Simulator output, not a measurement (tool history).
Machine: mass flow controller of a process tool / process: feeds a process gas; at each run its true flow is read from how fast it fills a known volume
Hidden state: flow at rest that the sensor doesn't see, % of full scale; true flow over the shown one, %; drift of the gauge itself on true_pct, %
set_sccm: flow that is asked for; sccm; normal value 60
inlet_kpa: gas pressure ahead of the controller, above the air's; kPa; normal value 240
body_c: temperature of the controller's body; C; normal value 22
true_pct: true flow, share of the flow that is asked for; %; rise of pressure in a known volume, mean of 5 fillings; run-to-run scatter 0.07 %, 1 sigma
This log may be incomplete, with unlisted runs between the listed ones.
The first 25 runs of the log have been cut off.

run      day  set_sccm  inlet_kpa  body_c  hours of work since the controller was set to zero  hours of work since the controller was changed  true_pct
 26  350.167       154        246      38                                                3299                                            9539     99.86
 27  361.300        26        271      31                                                3439                                            9678     98.13
 28  374.154        60        273      37                                                3600                                            9839     98.76
 29  388.112        88        273      37                                                3775                                           10014     98.95
 30  405.442        88        273      37                                                3992                                           10231     98.82
 31  420.508        45        149      32                                                4180                                           10420     98.57
 32  435.396       106        214      32                                                4367                                           10606     98.76
 33  446.479        48        214      32                                                4506                                           10745     98.29
 34  464.154       100        171      30                                                4727                                           10966     98.64
     475.158  -- gauge calibrated
 35  481.408       100        171      30                                                4943                                           11183     99.40
     490.596  -- controller exchanged for a calibrated one
 36  496.062       100        171      30                                                  68                                              68     99.42
 37  512.300       100        171      30                                                 272                                             272     99.34
 38  531.004        28        194      32                                                 506                                             506     98.52
 39  550.654        97        194      28                                                 752                                             752     98.83
 40  566.029        97        194      28                                                 945                                             945     98.75
 41  578.096        65        158      21                                                1096                                            1096     98.32
 42  596.704        65        158      21                                                1329                                            1329     98.21
 43  610.383        61        186      26                                                1500                                            1500     98.13
 44  618.796        61        225      38                                                1606                                            1606     98.64
 45  630.304        61        225      38                                                1750                                            1750     98.57
 46  642.058        60        240      21                                                1897                                            1897     97.64
 47  653.700        59        257      21                                                2043                                            2043     97.63

5 options for the next run, each taken on its own from the tool as it stands now. Forecast them:
  A  666.208        59        157      26                                                2200                                            2200         ?
  B  666.208       145        156      38                                                2200                                            2200         ?
  C  666.208        60        271      38                                                2200                                            2200         ?
  D  666.208        55        240      22                                                2200                                            2200         ?
  E  666.208        26        140      30                                                2200                                            2200         ?

run  true_pct
  A     98.14
  B     99.46
  C     98.31
  D     97.63
  E     98.04
What these runs would have given with no unlogged condition in the tool:
run  true_pct
  A     99.00
  B    100.34
  C     99.18
  D     98.49
  E     98.91
